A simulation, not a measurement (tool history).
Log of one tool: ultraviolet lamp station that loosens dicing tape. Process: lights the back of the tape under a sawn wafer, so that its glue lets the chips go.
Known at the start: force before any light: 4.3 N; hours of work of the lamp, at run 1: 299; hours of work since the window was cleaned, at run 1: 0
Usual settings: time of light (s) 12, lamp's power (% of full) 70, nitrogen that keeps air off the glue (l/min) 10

run    hour  time of light (s)  lamp's power (% of full)  nitrogen that keeps air off the glue (l/min)  hours of work of the lamp  hours of work since the window was cleaned  force that peels the tape off (N)  light that reached the tape (J/m2)
  1       0                 12                        70                                            10                        299                                           0                              0.587                                4070
  2    25.5                 12                        70                                            10                        312                                          13                              0.585                                4150
  3    51.1                 12                        70                                             6                        325                                          26                              0.666                                4150
  4    90.7                 12                        70                                             6                        345                                          46                              0.662                                4140
  5   110.1                 12                        70                                             6                        355                                          56                              0.689                                4140
  6   145.7                 12                        70                                             6                        373                                          74                              0.683                                4090
  7   171.6                 12                        70                                             6                        386                                          87                              0.708                                4170
  8   203.3                 12                        70                                            16                        402                                         103                              0.532                                4130
  9   232.7                 12                        70                                            16                        417                                         118                              0.544                                4140
 10   251.4                 12                        70                                            16                        426                                         128                              0.532                                4150
 11   294.3                 12                        70                                            16                        448                                         149                              0.537                                4100
 12   329.4                 12                        70                                             4                        466                                         167                              0.776                                4140
 13   347.1                 12                        70                                             4                        475                                         176                              0.759                                4160
 14   372.5                 12                        70                                             8                        488                                         189                              0.635                                4170
 15     390                 12                        70                                             8                        497                                         198                              0.654                                4130
 16   425.7                 12                        70                                             8                        515                                         216                              0.629                                4110
 17   461.2                 13                        70                                             8                        533                                         234                              0.559                                4440
 18   490.5                 13                        70                                            10                        548                                         249                              0.507                                4480
 19   534.2                 13                        98                                            10                        570                                         271                              0.317                                6200
      570.8  -- window cleaned of glue's vapour
 20     574                 13                        98                                            10                        590                                           2                              0.324                                6270
 21   595.9                 13                        98                                            10                        601                                          13                              0.327                                6310
 22   617.5                 12                        75                                             7                        612                                          24                              0.593                                4420
 23   657.2                 19                        86                                            14                        632                                          44                               0.24                                8060
 24   690.1                 12                        70                                             8                        649                                          61                              0.625                                4030
 25   730.8                 11                        70                                             4                        670                                          81                              0.874                                3780
 26   769.3                 20                        70                                            10                        689                                         101                              0.277                                6890
 27   788.6                 13                        70                                            14                        699                                         111                              0.463                                4430
 28   808.2                 10                        95                                            14                        709                                         120                              0.444                                4690
 29   828.4                 10                        95                                            14                        719                                         131                              0.452                                4700
 30   850.9                  9                        70                                            10                        730                                         142                              0.881                                3120
 31   890.2                  9                        70                                            10                        750                                         162                              0.903                                3060
 32   915.7                  9                        70                                            10                        763                                         175                              0.889                                3070
 33   937.3                  7                        61                                            10                        774                                         186                              1.455                                2070
 34   958.8                  6                        70                                            10                        785                                         197                              1.472                                2060
 35   979.5                  6                        70                                            10                        796                                         207                              1.509                                2010
 36  1016.3                 10                        76                                             6                        814                                         226                              0.816                                3790
 37  1043.1                 11                        77                                             8                        828                                         240                              0.621                                4190
 38  1081.1                 11                        64                                             8                        847                                         259                              0.812                                3440
 39  1121.7                 12                        80                                            10                        868                                         280                              0.491                                4720
     1139.7  -- window cleaned of glue's vapour
 40  1161.7                 17                        70                                            16                        888                                          11                              0.307                                5850
 41  1198.2                  8                        76                                             5                        907                                          30                              1.118                                3030
 42    1219                  8                        76                                             5                        917                                          40                              1.124                                2930

4 ways to go on from here, each from the tool as it stands after run 42. What would each give?
  A  1249.2                  8                        99                                             5                        932                                          56                                  ?                                   ?
  B  1249.2                 10                        70                                             3                        932                                          56                                  ?                                   ?
  C  1249.2                  8                        72                                             7                        932                                          56                                  ?                                   ?
  D  1249.2                 12                        96                                             5                        932                                          56                                  ?                                   ?

run  force that peels the tape off (N)  light that reached the tape (J/m2)
  A                              0.783                                3910
  B                              1.087                                3410
  C                              1.101                                2830
  D                               0.45                                5650
Without the tool's hidden state the same runs would have given:
run  force that peels the tape off (N)  light that reached the tape (J/m2)
  A                              0.781                                3920
  B                              1.084                                3420
  C                              1.098                                2830
  D                              0.448                                5660
